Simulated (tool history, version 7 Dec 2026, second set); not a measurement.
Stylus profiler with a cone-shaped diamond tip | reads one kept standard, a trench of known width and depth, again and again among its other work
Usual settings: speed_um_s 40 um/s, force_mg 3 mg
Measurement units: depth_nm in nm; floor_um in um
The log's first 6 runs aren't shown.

| run | hour | speed_um_s | force_mg | scans with this tip | hours of work since the height scale was calibrated | depth_nm | floor_um |
|---|---|---|---|---|---|---|---|
| 7 | 114.3 | 77 | 3 | 1123 | 128 | 202.2 | 17.89 |
| 8 | 133.6 | 77 | 3 | 1217 | 139 | 202.23 | 17.89 |
| 9 | 149.2 | 40 | 3.15 | 1293 | 148 | 202.19 | 18 |
| 10 | 167.7 | 40 | 3.15 | 1383 | 158 | 202.26 | 18.02 |
| 11 | 187.5 | 40 | 3.15 | 1480 | 169 | 202.23 | 18.03 |
| 12 | 214.5 | 145 | 3.15 | 1612 | 184 | 202.16 | 17.59 |
| 13 | 240.9 | 40 | 3 | 1740 | 199 | 202.2 | 18.03 |
| 14 | 257.8 | 56 | 3 | 1823 | 208 | 202.14 | 17.93 |
| 15 | 281.6 | 56 | 3 | 1939 | 221 | 202.12 | 17.93 |
| 16 | 307.5 | 40 | 3 | 2065 | 236 | 202.08 | 17.96 |
| 17 | 332.7 | 40 | 3 | 2189 | 250 | 202.07 | 17.94 |
| 18 | 349.2 | 40 | 3 | 2269 | 259 | 202.06 | 17.87 |
| 19 | 365.1 | 40 | 4.67 | 2346 | 268 | 202.79 | 17.95 |
| 20 | 377.1 | 40 | 2.21 | 2405 | 275 | 201.67 | 17.93 |
| 21 | 394.9 | 28 | 4.34 | 2492 | 285 | 202.63 | 18.02 |
| 22 | 421.1 | 28 | 4.34 | 2620 | 299 | 202.7 | 17.99 |
|  | 423.2 | height scale calibrated on a step standard |
| 23 | 449.6 | 15 | 1.09 | 2756 | 15 | 200.93 | 17.98 |
| 24 | 469.1 | 15 | 1.09 | 2852 | 26 | 200.88 | 17.99 |
| 25 | 491.2 | 12 | 1.09 | 2959 | 38 | 200.92 | 18.02 |
| 26 | 512.9 | 12 | 1.96 | 3065 | 50 | 201.43 | 18 |
| 27 | 535.5 | 39 | 3.26 | 3176 | 63 | 202.09 | 17.91 |
|  | 542.6 | height scale calibrated on a step standard, once more |
| 28 | 547.7 | 17 | 1.2 | 3233 | 3 | 201.02 | 17.95 |
| 29 | 560.6 | 31 | 2.36 | 3296 | 10 | 201.81 | 17.91 |

What does the tool deliver on the next run?
| 30 | 583.6 | 31 | 2.36 | 3408 | 23 | ? | ? |

Run 30 yielded depth_nm 201.72 nm, floor_um 17.89 um.
Were there no unlogged condition in the tool, this run, its random variation unchanged, would have produced depth_nm 201.84 nm, floor_um 18.11 um.

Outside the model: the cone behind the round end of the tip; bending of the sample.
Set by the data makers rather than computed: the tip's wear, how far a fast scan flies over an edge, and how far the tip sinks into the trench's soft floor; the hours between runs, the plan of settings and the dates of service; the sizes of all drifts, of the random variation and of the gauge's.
